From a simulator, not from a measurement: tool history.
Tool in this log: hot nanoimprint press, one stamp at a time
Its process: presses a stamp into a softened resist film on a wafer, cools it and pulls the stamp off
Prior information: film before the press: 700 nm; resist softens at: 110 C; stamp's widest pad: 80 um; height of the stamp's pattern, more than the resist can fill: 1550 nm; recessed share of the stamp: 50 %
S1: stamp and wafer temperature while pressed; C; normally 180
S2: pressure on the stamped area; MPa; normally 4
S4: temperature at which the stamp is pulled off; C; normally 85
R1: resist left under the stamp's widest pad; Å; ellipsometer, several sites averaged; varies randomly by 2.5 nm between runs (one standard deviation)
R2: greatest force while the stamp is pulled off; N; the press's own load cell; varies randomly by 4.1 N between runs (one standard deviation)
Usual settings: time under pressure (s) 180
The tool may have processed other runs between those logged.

{"run": 1, "hour": 0.0, "S1": 180, "S2": 4, "time under pressure (s)": 180, "S4": 85, "R1": 4490, "R2": 214}
{"run": 2, "hour": 12.7, "S1": 180, "S2": 4, "time under pressure (s)": 180, "S4": 85, "R1": 4524, "R2": 214}
{"run": 3, "hour": 19.2, "S1": 180, "S2": 3.98, "time under pressure (s)": 180, "S4": 85, "R1": 4540, "R2": 212}
{"run": 4, "hour": 26.7, "S1": 180, "S2": 4, "time under pressure (s)": 180, "S4": 71, "R1": 4505, "R2": 289}
{"run": 5, "hour": 33.2, "S1": 180, "S2": 4, "time under pressure (s)": 180, "S4": 71, "R1": 4479, "R2": 280}
{"run": 6, "hour": 46.2, "S1": 183, "S2": 4, "time under pressure (s)": 180, "S4": 85, "R1": 4077, "R2": 221}
{"run": 7, "hour": 55.9, "S1": 183, "S2": 4, "time under pressure (s)": 180, "S4": 85, "R1": 4015, "R2": 214}
{"run": 8, "hour": 64.5, "S1": 180, "S2": 4, "time under pressure (s)": 154, "S4": 85, "R1": 4712, "R2": 215}
{"hour": 69.5, "done": "plate thermocouple calibrated"}
{"run": 9, "hour": 79.9, "S1": 180, "S2": 4, "time under pressure (s)": 154, "S4": 85, "R1": 4903, "R2": 221}
{"run": 10, "hour": 86.2, "S1": 180, "S2": 4, "time under pressure (s)": 180, "S4": 85, "R1": 4716, "R2": 228}
{"run": 11, "hour": 97.1, "S1": 180, "S2": 4, "time under pressure (s)": 180, "S4": 85, "R1": 4733, "R2": 230}
{"run": 12, "hour": 108.6, "S1": 180, "S2": 4, "time under pressure (s)": 180, "S4": 85, "R1": 4680, "R2": 228}
{"run": 13, "hour": 114.1, "S1": 180, "S2": 4, "time under pressure (s)": 180, "S4": 85, "R1": 4773, "R2": 223}
{"run": 14, "hour": 126.8, "S1": 180, "S2": 4, "time under pressure (s)": 180, "S4": 85, "R1": 4760, "R2": 225}
{"run": 15, "hour": 138.6, "S1": 180, "S2": 4, "time under pressure (s)": 180, "S4": 85, "R1": 4727, "R2": 229}
{"hour": 145.4, "done": "plate thermocouple calibrated, once more"}
{"run": 16, "hour": 148.0, "S1": 180, "S2": 4, "time under pressure (s)": 327, "S4": 85, "R1": 3480, "R2": 210}
{"run": 17, "hour": 160.0, "S1": 180, "S2": 4, "time under pressure (s)": 340, "S4": 92, "R1": 3407, "R2": 177}
{"run": 18, "hour": 171.3, "S1": 180, "S2": 4, "time under pressure (s)": 340, "S4": 92, "R1": 3436, "R2": 182}
{"run": 19, "hour": 177.7, "S1": 180, "S2": 3.04, "time under pressure (s)": 340, "S4": 85, "R1": 3863, "R2": 217}
{"run": 20, "hour": 187.4, "S1": 180, "S2": 3.04, "time under pressure (s)": 340, "S4": 85, "R1": 3820, "R2": 210}
{"run": 21, "hour": 197.2, "S1": 180, "S2": 5.38, "time under pressure (s)": 319, "S4": 92, "R1": 3105, "R2": 179}
{"run": 22, "hour": 206.0, "S1": 175, "S2": 3.93, "time under pressure (s)": 157, "S4": 73, "R1": 5217, "R2": 266}
{"run": 23, "hour": 215.1, "S1": 180, "S2": 3.1, "time under pressure (s)": 282, "S4": 90, "R1": 4072, "R2": 190}
{"run": 24, "hour": 224.4, "S1": 180, "S2": 5.72, "time under pressure (s)": 152, "S4": 76, "R1": 3973, "R2": 248}
{"run": 25, "hour": 230.0, "S1": 180, "S2": 5.72, "time under pressure (s)": 152, "S4": 76, "R1": 3918, "R2": 255}
{"run": 26, "hour": 239.0, "S1": 180, "S2": 5.37, "time under pressure (s)": 137, "S4": 79, "R1": 4217, "R2": 246}
{"run": 27, "hour": 244.5, "S1": 191, "S2": 4, "time under pressure (s)": 194, "S4": 85, "R1": 2728, "R2": 228}
{"run": 28, "hour": 254.1, "S1": 180, "S2": 2.92, "time under pressure (s)": 180, "S4": 85, "R1": 4775, "R2": 215}
{"run": 29, "hour": 261.7, "S1": 180, "S2": 2.92, "time under pressure (s)": 180, "S4": 85, "R1": 4734, "R2": 211}
{"run": 30, "hour": 268.1, "S1": 180, "S2": 2.92, "time under pressure (s)": 180, "S4": 85, "R1": 4758, "R2": 224}
{"run": 31, "hour": 278.1, "S1": 180, "S2": 2.92, "time under pressure (s)": 180, "S4": 85, "R1": 4751, "R2": 223}

Selected run-to-run steps in R1, each split into two signed amounts: the part the tool would show with no hidden state at all (from settings, incoming material and random variation), and the remainder, which goes to the hidden state together with any gauge scatter not common to the measured and the hidden-state-free results:
Hidden conditions of the tool in this case: true temperature over the reading, C; pressure that arrives at the usual setting, %; grip of the stamp's worn release coat, % over a new coat's; drift of the gauge itself on residual_nm, %; drift of the gauge itself on pull_off_n, %.
Run 8 -> 9: plate thermocouple calibrated. R1 +191 Å: hidden state +181, all else +10.
Run 15 -> 16: time under pressure (s) 180 -> 327, plate thermocouple calibrated, once more. R1 -1247 Å: hidden state -498, all else -749.
Run 21 -> 22: S1 180 -> 175, S2 5.38 -> 3.93, time under pressure (s) 319 -> 157, S4 92 -> 73. R1 +2112 Å: hidden state -12, all else +2124.
Run 26 -> 27: S1 180 -> 191, S2 5.37 -> 4, time under pressure (s) 137 -> 194, S4 79 -> 85. R1 -1489 Å: hidden state -43, all else -1446.
Run 27 -> 28: S1 191 -> 180, S2 4 -> 2.92, time under pressure (s) 194 -> 180. R1 +2047 Å: hidden state +11, all else +2036.
